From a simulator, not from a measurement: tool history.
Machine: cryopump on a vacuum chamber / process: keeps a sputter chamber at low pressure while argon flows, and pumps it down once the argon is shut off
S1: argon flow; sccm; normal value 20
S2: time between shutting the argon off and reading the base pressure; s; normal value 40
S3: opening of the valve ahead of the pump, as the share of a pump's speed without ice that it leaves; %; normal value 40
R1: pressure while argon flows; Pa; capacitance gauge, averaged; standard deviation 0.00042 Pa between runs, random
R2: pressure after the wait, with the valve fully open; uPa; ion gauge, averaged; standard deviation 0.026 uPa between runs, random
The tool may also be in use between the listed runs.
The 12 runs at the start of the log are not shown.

run	hour	S1	S2	S3	R1	R2
# hour 778.3: pump warmed up, emptied and cooled again
# hour 836.2: leaking fittings of the chamber tightened, without venting
13	841.6	8	40	40	0.0139	1.15
14	936.2	20	40	25	0.0555	1.17
15	982.4	20	40	40	0.035	1.21
16	1088.5	20	40	40	0.0343	1.3
17	1156	20	40	40	0.0356	1.28
18	1211	20	40	40	0.0357	1.32
19	1307.4	26	40	40	0.0459	1.36
20	1403.9	18	44	17	0.0752	1.39
21	1460.7	20	258	40	0.0358	0.73
22	1513.6	8	294	36	0.016	0.73
23	1581.4	8	157	34	0.0164	0.88

Run 24, settings as shown, results not yet in. Your forecast:
24	1672.4	8	157	34	?	?

{"run 24": {"R1": 0.0172, "R2": 0.98}}
On a tool with no hidden condition, and with the same random variation, this run would have come out at R1 0.0162 Pa, R2 0.39 uPa.

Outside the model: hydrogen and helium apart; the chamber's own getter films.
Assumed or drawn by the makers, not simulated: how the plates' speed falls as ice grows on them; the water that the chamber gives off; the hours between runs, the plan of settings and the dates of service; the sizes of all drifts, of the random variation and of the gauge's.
